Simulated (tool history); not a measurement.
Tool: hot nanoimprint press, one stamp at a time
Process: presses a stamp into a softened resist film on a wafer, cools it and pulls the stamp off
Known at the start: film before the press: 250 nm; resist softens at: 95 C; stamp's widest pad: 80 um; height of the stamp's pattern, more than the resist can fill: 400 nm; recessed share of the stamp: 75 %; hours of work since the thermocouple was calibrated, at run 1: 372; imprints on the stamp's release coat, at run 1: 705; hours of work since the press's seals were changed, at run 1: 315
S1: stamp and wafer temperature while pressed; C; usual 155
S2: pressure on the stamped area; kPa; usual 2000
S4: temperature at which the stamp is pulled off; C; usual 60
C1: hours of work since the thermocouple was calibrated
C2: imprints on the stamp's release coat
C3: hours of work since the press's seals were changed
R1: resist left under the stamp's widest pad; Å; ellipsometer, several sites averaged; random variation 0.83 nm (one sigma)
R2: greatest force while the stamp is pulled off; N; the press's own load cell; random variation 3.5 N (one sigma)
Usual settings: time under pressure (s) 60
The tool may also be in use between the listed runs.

{"run": 1, "hour": 0.0, "S1": 155, "S2": 2000, "time under pressure (s)": 60, "S4": 60, "C1": 372, "C2": 705, "C3": 315, "R1": 1470, "R2": 197}
{"run": 2, "hour": 19.1, "S1": 155, "S2": 2000, "time under pressure (s)": 60, "S4": 60, "C1": 384, "C2": 765, "C3": 328, "R1": 1488, "R2": 207}
{"run": 3, "hour": 42.6, "S1": 155, "S2": 2000, "time under pressure (s)": 60, "S4": 60, "C1": 400, "C2": 840, "C3": 344, "R1": 1470, "R2": 208}
{"run": 4, "hour": 67.7, "S1": 155, "S2": 2000, "time under pressure (s)": 60, "S4": 60, "C1": 417, "C2": 919, "C3": 361, "R1": 1481, "R2": 215}
{"run": 5, "hour": 80.7, "S1": 155, "S2": 2000, "time under pressure (s)": 60, "S4": 60, "C1": 426, "C2": 960, "C3": 369, "R1": 1480, "R2": 217}
{"hour": 85.6, "done": "plate thermocouple calibrated"}
{"run": 6, "hour": 111.5, "S1": 155, "S2": 2000, "time under pressure (s)": 60, "S4": 60, "C1": 17, "C2": 1048, "C3": 388, "R1": 1414, "R2": 213}
{"run": 7, "hour": 135.4, "S1": 155, "S2": 2000, "time under pressure (s)": 60, "S4": 60, "C1": 34, "C2": 1124, "C3": 404, "R1": 1426, "R2": 216}
{"run": 8, "hour": 164.4, "S1": 155, "S2": 2000, "time under pressure (s)": 60, "S4": 60, "C1": 53, "C2": 1215, "C3": 424, "R1": 1421, "R2": 225}
{"run": 9, "hour": 192.4, "S1": 155, "S2": 2000, "time under pressure (s)": 75, "S4": 60, "C1": 72, "C2": 1304, "C3": 443, "R1": 1333, "R2": 229}
{"run": 10, "hour": 219.4, "S1": 155, "S2": 2000, "time under pressure (s)": 44, "S4": 60, "C1": 91, "C2": 1389, "C3": 461, "R1": 1550, "R2": 228}
{"run": 11, "hour": 242.8, "S1": 145, "S2": 2560, "time under pressure (s)": 60, "S4": 60, "C1": 106, "C2": 1463, "C3": 477, "R1": 1669, "R2": 237}
{"run": 12, "hour": 261.5, "S1": 145, "S2": 2560, "time under pressure (s)": 60, "S4": 60, "C1": 119, "C2": 1522, "C3": 490, "R1": 1691, "R2": 231}
{"run": 13, "hour": 282.6, "S1": 145, "S2": 2560, "time under pressure (s)": 60, "S4": 60, "C1": 133, "C2": 1589, "C3": 504, "R1": 1689, "R2": 243}
{"run": 14, "hour": 310.5, "S1": 145, "S2": 2560, "time under pressure (s)": 60, "S4": 60, "C1": 152, "C2": 1677, "C3": 523, "R1": 1692, "R2": 253}
{"hour": 322.1, "done": "stamp cleaned and given a new release coat"}
{"run": 15, "hour": 344.7, "S1": 155, "S2": 2000, "time under pressure (s)": 60, "S4": 57, "C1": 171, "C2": 71, "C3": 542, "R1": 1459, "R2": 171}
{"run": 16, "hour": 359.4, "S1": 155, "S2": 2000, "time under pressure (s)": 60, "S4": 57, "C1": 181, "C2": 118, "C3": 552, "R1": 1444, "R2": 183}
{"run": 17, "hour": 372.8, "S1": 155, "S2": 2000, "time under pressure (s)": 31, "S4": 56, "C1": 190, "C2": 160, "C3": 561, "R1": 1707, "R2": 180}
{"run": 18, "hour": 399.5, "S1": 155, "S2": 2000, "time under pressure (s)": 31, "S4": 56, "C1": 208, "C2": 244, "C3": 579, "R1": 1732, "R2": 195}

5 ways to go on from here, each from the tool as it stands after run 18. What would each give?
{"run": "A", "hour": 420.0, "S1": 155, "S2": 2000, "time under pressure (s)": 60, "S4": 45, "C1": 222, "C2": 309, "C3": 593, "R1": "?", "R2": "?"}
{"run": "B", "hour": 420.0, "S1": 148, "S2": 2000, "time under pressure (s)": 61, "S4": 56, "C1": 222, "C2": 309, "C3": 593, "R1": "?", "R2": "?"}
{"run": "C", "hour": 420.0, "S1": 155, "S2": 1520, "time under pressure (s)": 47, "S4": 56, "C1": 222, "C2": 309, "C3": 593, "R1": "?", "R2": "?"}
{"run": "D", "hour": 420.0, "S1": 155, "S2": 1870, "time under pressure (s)": 84, "S4": 68, "C1": 222, "C2": 309, "C3": 593, "R1": "?", "R2": "?"}
{"run": "E", "hour": 420.0, "S1": 162, "S2": 2000, "time under pressure (s)": 60, "S4": 45, "C1": 222, "C2": 309, "C3": 593, "R1": "?", "R2": "?"}

run=A R1=1476 R2=209
run=B R1=1725 R2=189
run=C R1=1757 R2=187
run=D R1=1357 R2=171
run=E R1=1225 R2=204
Without the tool's hidden state the same runs would have given:
run=A R1=1430 R2=192
run=B R1=1676 R2=173
run=C R1=1716 R2=172
run=D R1=1313 R2=156
run=E R1=1186 R2=187
